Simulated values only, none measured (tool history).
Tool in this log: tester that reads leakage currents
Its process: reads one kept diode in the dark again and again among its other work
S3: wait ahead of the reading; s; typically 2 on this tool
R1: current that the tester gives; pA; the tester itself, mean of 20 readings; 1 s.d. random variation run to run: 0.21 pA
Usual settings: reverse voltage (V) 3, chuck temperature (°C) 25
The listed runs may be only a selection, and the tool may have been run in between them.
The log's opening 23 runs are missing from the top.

{"run": 24, "hour": 4709.6, "reverse voltage (V)": 3, "chuck temperature (°C)": 25, "S3": 7.83, "R1": 62.99}
{"run": 25, "hour": 4911.7, "reverse voltage (V)": 3, "chuck temperature (°C)": 36, "S3": 0.73, "R1": 166.85}
{"run": 26, "hour": 5137.1, "reverse voltage (V)": 11.89, "chuck temperature (°C)": 36, "S3": 0.46, "R1": 328.02}
{"hour": 5225.8, "done": "tester calibrated"}
{"hour": 5311.2, "done": "chuck's temperature calibrated"}
{"run": 27, "hour": 5341.5, "reverse voltage (V)": 11.89, "chuck temperature (°C)": 36, "S3": 0.97, "R1": 376.3}
{"hour": 5456.0, "done": "probe card cleaned and baked"}
{"run": 28, "hour": 5543.8, "reverse voltage (V)": 7.73, "chuck temperature (°C)": 25, "S3": 4.96, "R1": 104.04}
{"run": 29, "hour": 5817.0, "reverse voltage (V)": 1.02, "chuck temperature (°C)": 25, "S3": 2, "R1": 40.27}
{"run": 30, "hour": 6112.6, "reverse voltage (V)": 1.02, "chuck temperature (°C)": 25, "S3": 2, "R1": 39.32}
{"run": 31, "hour": 6242.6, "reverse voltage (V)": 11.22, "chuck temperature (°C)": 29, "S3": 0.41, "R1": 182.65}
{"run": 32, "hour": 6412.9, "reverse voltage (V)": 3, "chuck temperature (°C)": 24, "S3": 1.34, "R1": 58.9}
{"run": 33, "hour": 6549.3, "reverse voltage (V)": 5.32, "chuck temperature (°C)": 23, "S3": 1.34, "R1": 70.09}
{"run": 34, "hour": 6685.7, "reverse voltage (V)": 5.32, "chuck temperature (°C)": 23, "S3": 2.94, "R1": 69.09}
{"run": 35, "hour": 6851.1, "reverse voltage (V)": 9.14, "chuck temperature (°C)": 42, "S3": 9.97, "R1": 488.73}
{"run": 36, "hour": 7020.2, "reverse voltage (V)": 9.14, "chuck temperature (°C)": 42, "S3": 9.97, "R1": 481.58}
{"run": 37, "hour": 7257.4, "reverse voltage (V)": 1.32, "chuck temperature (°C)": 25, "S3": 2, "R1": 42.19}
{"run": 38, "hour": 7400.1, "reverse voltage (V)": 2.92, "chuck temperature (°C)": 48, "S3": 0.64, "R1": 464.06}
{"run": 39, "hour": 7592.9, "reverse voltage (V)": 3.82, "chuck temperature (°C)": 30, "S3": 0.81, "R1": 110.17}

Consider 4 possible next runs. They are alternatives, not a sequence: every one starts from the tool as it was left by run 39. What does each give?
{"run": "A", "hour": 7757.9, "reverse voltage (V)": 18.6, "chuck temperature (°C)": 25, "S3": 1.06, "R1": "?"}
{"run": "B", "hour": 7757.9, "reverse voltage (V)": 3.44, "chuck temperature (°C)": 26, "S3": 3.05, "R1": "?"}
{"run": "C", "hour": 7757.9, "reverse voltage (V)": 2.24, "chuck temperature (°C)": 25, "S3": 0.5, "R1": "?"}
{"run": "D", "hour": 7757.9, "reverse voltage (V)": 1.41, "chuck temperature (°C)": 31, "S3": 4.9, "R1": "?"}

run=A R1=154.46
run=B R1=70.69
run=C R1=53.79
run=D R1=74.19
With the hidden condition removed and each run's random variation left untouched, the same runs would have given:
run=A R1=160.62
run=B R1=78.16
run=C R1=59.68
run=D R1=83.53
